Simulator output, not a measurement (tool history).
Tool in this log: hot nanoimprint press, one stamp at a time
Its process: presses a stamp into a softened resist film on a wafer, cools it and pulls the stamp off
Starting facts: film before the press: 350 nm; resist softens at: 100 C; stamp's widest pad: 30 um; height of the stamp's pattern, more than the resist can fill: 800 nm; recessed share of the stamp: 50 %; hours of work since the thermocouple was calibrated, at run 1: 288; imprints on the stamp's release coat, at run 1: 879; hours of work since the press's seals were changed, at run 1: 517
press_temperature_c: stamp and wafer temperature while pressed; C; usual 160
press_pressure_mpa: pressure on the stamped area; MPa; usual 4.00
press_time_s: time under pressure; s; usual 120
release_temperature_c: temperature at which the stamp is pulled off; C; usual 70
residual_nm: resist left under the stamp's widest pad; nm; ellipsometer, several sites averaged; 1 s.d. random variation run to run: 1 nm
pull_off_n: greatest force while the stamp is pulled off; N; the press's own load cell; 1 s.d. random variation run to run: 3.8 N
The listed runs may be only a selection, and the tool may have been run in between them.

| run | hour | press_temperature_c | press_pressure_mpa | press_time_s | release_temperature_c | hours of work since the thermocouple was calibrated | imprints on the stamp's release coat | hours of work since the press's seals were changed | residual_nm | pull_off_n |
|---|---|---|---|---|---|---|---|---|---|---|
| 1 | 0.0 | 160 | 4.00 | 120 | 70 | 288 | 879 | 517 | 156.0 | 228 |
| 2 | 37.8 | 160 | 4.00 | 120 | 76 | 310 | 1038 | 539 | 156.4 | 235 |
|  | 74.6 | plate thermocouple calibrated |
| 3 | 80.3 | 160 | 4.90 | 120 | 70 | 3 | 1204 | 562 | 143.4 | 255 |
| 4 | 141.6 | 160 | 4.90 | 120 | 70 | 39 | 1462 | 598 | 143.3 | 276 |
| 5 | 192.7 | 160 | 4.00 | 120 | 70 | 69 | 1677 | 628 | 162.1 | 280 |
|  | 217.6 | stamp cleaned and given a new release coat |
| 6 | 260.0 | 160 | 4.00 | 120 | 70 | 105 | 178 | 663 | 161.9 | 195 |
|  | 291.4 | plate thermocouple calibrated, once more |
| 7 | 300.3 | 160 | 4.00 | 120 | 70 | 5 | 335 | 685 | 153.2 | 208 |
| 8 | 354.8 | 160 | 4.00 | 71 | 70 | 37 | 565 | 717 | 183.3 | 222 |
| 9 | 412.0 | 159 | 3.18 | 142 | 63 | 71 | 805 | 751 | 171.3 | 243 |
| 10 | 459.0 | 154 | 5.36 | 90 | 76 | 98 | 1003 | 778 | 179.6 | 223 |
| 11 | 499.4 | 160 | 3.05 | 173 | 67 | 122 | 1173 | 802 | 160.6 | 256 |
| 12 | 554.7 | 171 | 3.10 | 111 | 65 | 154 | 1406 | 834 | 129.2 | 289 |
| 13 | 615.4 | 162 | 3.10 | 111 | 65 | 190 | 1661 | 870 | 171.4 | 282 |
|  | 645.8 | stamp cleaned and given a new release coat |
| 14 | 654.7 | 166 | 6.24 | 143 | 68 | 209 | 37 | 889 | 97.7 | 192 |
| 15 | 704.1 | 160 | 4.00 | 120 | 66 | 238 | 245 | 918 | 158.1 | 206 |
| 16 | 742.4 | 160 | 4.00 | 120 | 66 | 260 | 406 | 940 | 160.2 | 217 |

Hidden state at the last listed run before each entry between runs and at the first one after, where it differs:
Between runs 2 and 3: plate thermocouple calibrated (hour 74.6)
  true temperature over the reading, C: -0.89 -> -1.33; pressure that arrives at the usual setting, %: 94.82 -> 94.62; grip of the stamp's worn release coat, % over a new coat's: 31.1 -> 36.2
  difference, measured minus the result without the unlogged condition, residual_nm: +9.0 -> +11.7 nm; pull_off_n: +58 -> +70 N
Between runs 5 and 6: stamp cleaned and given a new release coat (hour 217.6)
  true temperature over the reading, C: -1.52 -> -1.62; pressure that arrives at the usual setting, %: 94.05 -> 93.74; grip of the stamp's worn release coat, % over a new coat's: 51.2 -> 5.2
  difference, measured minus the result without the unlogged condition, residual_nm: +13.1 -> +13.9 nm; pull_off_n: +98 -> +13 N
Between runs 6 and 7: plate thermocouple calibrated, once more (hour 291.4)
  true temperature over the reading, C: -1.62 -> 0; pressure that arrives at the usual setting, %: 93.74 -> 93.55; grip of the stamp's worn release coat, % over a new coat's: 5.2 -> 9.8
  difference, measured minus the result without the unlogged condition, residual_nm: +13.9 -> +5.7 nm; pull_off_n: +13 -> +18 N
Between runs 13 and 14: stamp cleaned and given a new release coat (hour 645.8)
  true temperature over the reading, C: -0.51 -> -0.57; pressure that arrives at the usual setting, %: 91.9 -> 91.73; grip of the stamp's worn release coat, % over a new coat's: 50.7 -> 1.1
  difference, measured minus the result without the unlogged condition, residual_nm: +8.5 -> +9.6 nm; pull_off_n: +96 -> +3 N

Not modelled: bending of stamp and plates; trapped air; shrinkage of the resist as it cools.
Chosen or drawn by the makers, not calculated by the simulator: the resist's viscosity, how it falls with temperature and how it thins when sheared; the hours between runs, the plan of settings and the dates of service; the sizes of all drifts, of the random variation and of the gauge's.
